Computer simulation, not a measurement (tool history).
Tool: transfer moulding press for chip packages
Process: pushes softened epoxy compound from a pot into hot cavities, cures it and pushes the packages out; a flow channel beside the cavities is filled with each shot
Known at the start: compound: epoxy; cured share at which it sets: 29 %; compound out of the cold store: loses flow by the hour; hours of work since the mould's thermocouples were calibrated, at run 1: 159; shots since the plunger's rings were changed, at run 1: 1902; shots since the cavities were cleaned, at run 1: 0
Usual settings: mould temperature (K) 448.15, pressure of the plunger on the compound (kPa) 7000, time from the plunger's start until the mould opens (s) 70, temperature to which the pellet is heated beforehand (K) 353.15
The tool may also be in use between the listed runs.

run     day  mould temperature (K)  pressure of the plunger on the compound (kPa)  time from the plunger's start until the mould opens (s)  temperature to which the pellet is heated beforehand (K)  hours of work since the mould's thermocouples were calibrated  shots since the plunger's rings were changed  shots since the cavities were cleaned  incoming compound's hours out of the cold store  length that the compound runs in the flow channel (mm)  greatest force on the pins that push the packages out (N)
  1       0                 448.15                                           7000                                                       70                                                    353.15                                                            159                                          1902                                      0                                             24.8                                                     501                                                        682
  2   0.754                 448.15                                           7000                                                       70                                                    353.15                                                            169                                          2130                                    228                                             24.1                                                     505                                                        892
  3   1.846                 455.15                                           7000                                                       70                                                    353.15                                                            184                                          2460                                    558                                               17                                                     512                                                        729
      2.812  -- cavities cleaned with cleaning compound and waxed
  4   2.812                 455.15                                           7000                                                       70                                                    353.15                                                            197                                          2734                                      0                                             40.3                                                     442                                                        426
      3.021  -- plunger's sealing rings changed
  5   4.204                 455.15                                           7000                                                       70                                                    353.15                                                            215                                           358                                    390                                             41.3                                                     447                                                        640
  6   4.825                 455.15                                           7000                                                       70                                                    353.15                                                            223                                           546                                    578                                             10.6                                                     543                                                        727
      5.758  -- cavities cleaned with cleaning compound and waxed
  7   6.121                 448.15                                           7060                                                       70                                                    353.15                                                            240                                           919                                    110                                             19.3                                                     527                                                        787
  8   7.429                 447.15                                           7060                                                       70                                                    353.15                                                            259                                          1315                                    506                                             36.1                                                     477                                                       1065
  9   8.146                 448.15                                           7000                                                       70                                                    353.15                                                            269                                          1531                                    722                                             38.1                                                     466                                                       1064
        8.6  -- cavities cleaned with cleaning compound and waxed
 10   8.983                 448.15                                           7000                                                       70                                                    354.15                                                            279                                          1766                                    115                                             25.8                                                     499                                                        796
 11   9.779                 448.15                                           7000                                                       70                                                    358.15                                                            290                                          2007                                    356                                             34.9                                                     468                                                        892
 12  10.792                 448.15                                           7000                                                       70                                                    358.15                                                            304                                          2313                                    662                                             17.8                                                     521                                                       1097
     11.479  -- cavities cleaned with cleaning compound and waxed
 13  11.721                 448.15                                           7000                                                       70                                                    358.15                                                            316                                          2576                                     73                                             33.4                                                     471                                                        713
     12.471  -- plunger's sealing rings changed
 14  12.721                 448.15                                           7000                                                       70                                                    358.15                                                            329                                            75                                    344                                             11.9                                                     557                                                       1015
 15  14.017                 448.15                                           7000                                                       70                                                    360.15                                                            347                                           467                                    736                                             25.2                                                     509                                                       1063
     14.471  -- cavities cleaned with cleaning compound and waxed
 16  14.812                 448.15                                           7000                                                       70                                                    346.15                                                            357                                           689                                    104                                             23.6                                                     514                                                        781
 17  15.404                 451.15                                           7000                                                       53                                                    347.15                                                            365                                           868                                    283                                             43.9                                                     445                                                       1432
 18  16.067                 447.15                                           7250                                                       70                                                    351.15                                                            374                                          1069                                    484                                             14.6                                                     554                                                       1176
 19   16.75                 456.15                                           6060                                                       53                                                    348.15                                                            384                                          1276                                    691                                             45.7                                                     402                                                       1309
     17.375  -- cavities cleaned with cleaning compound and waxed
 20  17.842                 448.15                                           6300                                                       96                                                    353.15                                                            398                                          1587                                    141                                             32.5                                                     457                                                        469
 21  18.688                 448.15                                           7000                                                       57                                                    353.15                                                            410                                          1842                                    396                                             25.6                                                     502                                                       1624
 22  19.229                 448.15                                           7000                                                       70                                                    362.15                                                            417                                          2007                                    561                                             13.4                                                     539                                                       1108
     20.288  -- cavities cleaned with cleaning compound and waxed
 23  20.288                 452.15                                           7080                                                       70                                                    353.15                                                            431                                          2308                                      0                                             31.6                                                     476                                                        498
 24  20.988                 453.15                                           7080                                                       70                                                    346.15                                                            441                                          2520                                    212                                             24.7                                                     495                                                        643
     21.838  -- plunger's sealing rings changed
 25  21.933                 443.15                                           6520                                                       67                                                    355.15                                                            452                                            28                                    466                                             31.2                                                     489                                                       1560
     23.262  -- cavities cleaned with cleaning compound and waxed
 26  23.267                 448.15                                           8260                                                       83                                                    353.15                                                            470                                           414                                      2                                             20.2                                                     571                                                        490
 27  24.125                 448.15                                           8260                                                       83                                                    353.15                                                            482                                           673                                    261                                             29.3                                                     537                                                        630

Forecast each of these 5 alternatives for the next run:
  A  25.258                 448.15                                           5500                                                       69                                                    353.15                                                            498                                          1016                                    604                                             29.4                                                       ?                                                          ?
  B  25.258                 450.15                                           6370                                                       70                                                    353.15                                                            498                                          1016                                    604                                             44.5                                                       ?                                                          ?
  C  25.258                 448.15                                           8260                                                       58                                                    351.15                                                            498                                          1016                                    604                                              8.5                                                       ?                                                          ?
  D  25.258                 442.15                                           5420                                                       97                                                    353.15                                                            498                                          1016                                    604                                               18                                                       ?                                                          ?
  E  25.258                 448.15                                           8260                                                       83                                                    354.15                                                            498                                          1016                                    604                                             43.5                                                       ?                                                          ?

run  length that the compound runs in the flow channel (mm)  greatest force on the pins that push the packages out (N)
  A                                                     439                                                       1081
  B                                                     425                                                        893
  C                                                     613                                                       2006
  D                                                     481                                                        800
  E                                                     491                                                        735
Without the tool's hidden state the same runs would have given:
run  length that the compound runs in the flow channel (mm)  greatest force on the pins that push the packages out (N)
  A                                                     442                                                        627
  B                                                     429                                                        519
  C                                                     618                                                       1174
  D                                                     484                                                        466
  E                                                     495                                                        434
